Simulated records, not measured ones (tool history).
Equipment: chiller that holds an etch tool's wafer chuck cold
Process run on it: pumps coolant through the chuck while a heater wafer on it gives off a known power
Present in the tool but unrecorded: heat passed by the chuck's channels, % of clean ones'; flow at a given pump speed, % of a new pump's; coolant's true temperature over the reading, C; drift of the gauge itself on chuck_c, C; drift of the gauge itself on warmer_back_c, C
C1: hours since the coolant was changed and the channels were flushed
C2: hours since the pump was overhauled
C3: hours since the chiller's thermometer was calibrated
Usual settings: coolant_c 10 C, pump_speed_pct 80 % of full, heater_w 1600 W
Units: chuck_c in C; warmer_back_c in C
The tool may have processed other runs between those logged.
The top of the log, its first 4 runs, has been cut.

{"run": 5, "hour": 425.3, "coolant_c": 10, "pump_speed_pct": 80, "heater_w": 1600, "C1": 1748, "C2": 2053, "C3": 2396, "chuck_c": 21.3, "warmer_back_c": 6.38}
{"run": 6, "hour": 489.7, "coolant_c": 10, "pump_speed_pct": 80, "heater_w": 1600, "C1": 1812, "C2": 2117, "C3": 2460, "chuck_c": 21.4, "warmer_back_c": 6.31}
{"run": 7, "hour": 609.5, "coolant_c": 10, "pump_speed_pct": 80, "heater_w": 1600, "C1": 1932, "C2": 2237, "C3": 2580, "chuck_c": 21.2, "warmer_back_c": 6.29}
{"run": 8, "hour": 687.0, "coolant_c": 10, "pump_speed_pct": 80, "heater_w": 1600, "C1": 2009, "C2": 2314, "C3": 2658, "chuck_c": 21.2, "warmer_back_c": 6.29}
{"run": 9, "hour": 740.1, "coolant_c": 10, "pump_speed_pct": 80, "heater_w": 1600, "C1": 2062, "C2": 2367, "C3": 2711, "chuck_c": 21.1, "warmer_back_c": 6.31}
{"run": 10, "hour": 865.5, "coolant_c": 10, "pump_speed_pct": 80, "heater_w": 1102, "C1": 2188, "C2": 2493, "C3": 2836, "chuck_c": 17.7, "warmer_back_c": 4.33}
{"run": 11, "hour": 953.6, "coolant_c": 10, "pump_speed_pct": 66, "heater_w": 1600, "C1": 2276, "C2": 2581, "C3": 2924, "chuck_c": 23, "warmer_back_c": 7.8}
{"run": 12, "hour": 1014.2, "coolant_c": 10, "pump_speed_pct": 66, "heater_w": 1600, "C1": 2336, "C2": 2642, "C3": 2985, "chuck_c": 23, "warmer_back_c": 7.74}
{"hour": 1087.3, "done": "chiller's thermometer calibrated"}
{"run": 13, "hour": 1129.5, "coolant_c": 10, "pump_speed_pct": 66, "heater_w": 1600, "C1": 2451, "C2": 2756, "C3": 42, "chuck_c": 22.9, "warmer_back_c": 7.8}
{"run": 14, "hour": 1251.8, "coolant_c": 10, "pump_speed_pct": 66, "heater_w": 1600, "C1": 2573, "C2": 2878, "C3": 164, "chuck_c": 22.9, "warmer_back_c": 7.71}
{"run": 15, "hour": 1310.6, "coolant_c": 10, "pump_speed_pct": 66, "heater_w": 1600, "C1": 2632, "C2": 2937, "C3": 223, "chuck_c": 23.1, "warmer_back_c": 7.81}
{"run": 16, "hour": 1433.2, "coolant_c": 10, "pump_speed_pct": 66, "heater_w": 1600, "C1": 2754, "C2": 3059, "C3": 346, "chuck_c": 23, "warmer_back_c": 7.75}
{"run": 17, "hour": 1535.0, "coolant_c": 10, "pump_speed_pct": 66, "heater_w": 1600, "C1": 2856, "C2": 3161, "C3": 448, "chuck_c": 23.1, "warmer_back_c": 7.76}
{"run": 18, "hour": 1631.0, "coolant_c": 10, "pump_speed_pct": 76, "heater_w": 919, "C1": 2952, "C2": 3257, "C3": 544, "chuck_c": 16.9, "warmer_back_c": 3.76}
{"run": 19, "hour": 1744.6, "coolant_c": 10, "pump_speed_pct": 76, "heater_w": 1038, "C1": 3066, "C2": 3371, "C3": 657, "chuck_c": 17.6, "warmer_back_c": 4.21}
{"run": 20, "hour": 1851.6, "coolant_c": 10, "pump_speed_pct": 76, "heater_w": 970, "C1": 3173, "C2": 3478, "C3": 764, "chuck_c": 17.1, "warmer_back_c": 3.85}
{"run": 21, "hour": 1959.4, "coolant_c": 7, "pump_speed_pct": 86, "heater_w": 905, "C1": 3281, "C2": 3586, "C3": 872, "chuck_c": 13.1, "warmer_back_c": 3.11}
{"run": 22, "hour": 2062.7, "coolant_c": 5, "pump_speed_pct": 74, "heater_w": 1512, "C1": 3384, "C2": 3689, "C3": 975, "chuck_c": 16.3, "warmer_back_c": 6.38}
{"run": 23, "hour": 2133.7, "coolant_c": 2, "pump_speed_pct": 69, "heater_w": 1512, "C1": 3455, "C2": 3760, "C3": 1046, "chuck_c": 13.9, "warmer_back_c": 6.95}
{"run": 24, "hour": 2194.1, "coolant_c": 2, "pump_speed_pct": 78, "heater_w": 871, "C1": 3515, "C2": 3820, "C3": 1107, "chuck_c": 8.2, "warmer_back_c": 3.41}
{"run": 25, "hour": 2247.6, "coolant_c": 2, "pump_speed_pct": 78, "heater_w": 871, "C1": 3569, "C2": 3874, "C3": 1160, "chuck_c": 8.4, "warmer_back_c": 3.37}

For run 26, what comes out?
{"run": 26, "hour": 2301.9, "coolant_c": 3, "pump_speed_pct": 93, "heater_w": 1600, "C1": 3623, "C2": 3928, "C3": 1215, "chuck_c": "?", "warmer_back_c": "?"}

{"run 26": {"chuck_c": 13.2, "warmer_back_c": 5.16}}
Had the tool carried no hidden state, the very same run would have given chuck_c 13.2 C, warmer_back_c 5.37 C.
